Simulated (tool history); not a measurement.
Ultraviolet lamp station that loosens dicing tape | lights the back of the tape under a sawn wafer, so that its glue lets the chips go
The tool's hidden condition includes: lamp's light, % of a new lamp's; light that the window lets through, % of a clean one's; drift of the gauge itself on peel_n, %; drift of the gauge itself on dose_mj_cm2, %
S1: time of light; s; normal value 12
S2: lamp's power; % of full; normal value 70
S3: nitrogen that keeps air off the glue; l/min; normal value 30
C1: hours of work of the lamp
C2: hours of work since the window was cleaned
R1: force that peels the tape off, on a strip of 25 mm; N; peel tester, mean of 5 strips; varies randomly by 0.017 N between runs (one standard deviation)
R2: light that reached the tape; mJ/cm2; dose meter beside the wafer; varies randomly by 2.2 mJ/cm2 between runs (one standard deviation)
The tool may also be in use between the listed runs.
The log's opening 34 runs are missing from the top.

run	hour	S1	S2	S3	C1	C2	R1	R2
35	385.4	7	68	51	426	61	1.723	90
36	398.9	7	68	51	436	71	1.731	90
37	414.1	7	68	51	447	82	1.787	85
38	429	12	62	30	458	93	1.307	135
39	438.8	12	62	30	466	100	1.243	137
40	453	12	62	30	476	111	1.257	134
41	460.9	8	70	10	482	117	2.544	104
42	472.7	8	97	46	491	125	0.998	139
43	480.6	8	97	46	497	131	1.002	139

Here are 4 independent what-if runs from the current tool condition. What would each one return?
A	488.9	8	62	12	503	137	?	?
B	488.9	12	89	20	503	137	?	?
C	488.9	12	73	30	503	137	?	?
D	488.9	12	86	30	503	137	?	?

run	R1	R2
A	2.461	87
B	0.922	189
C	1.024	157
D	0.803	183
Stripped of hidden state, with their random variation kept, the same runs would have yielded:
run	R1	R2
A	2.152	105
B	0.687	227
C	0.77	189
D	0.589	219
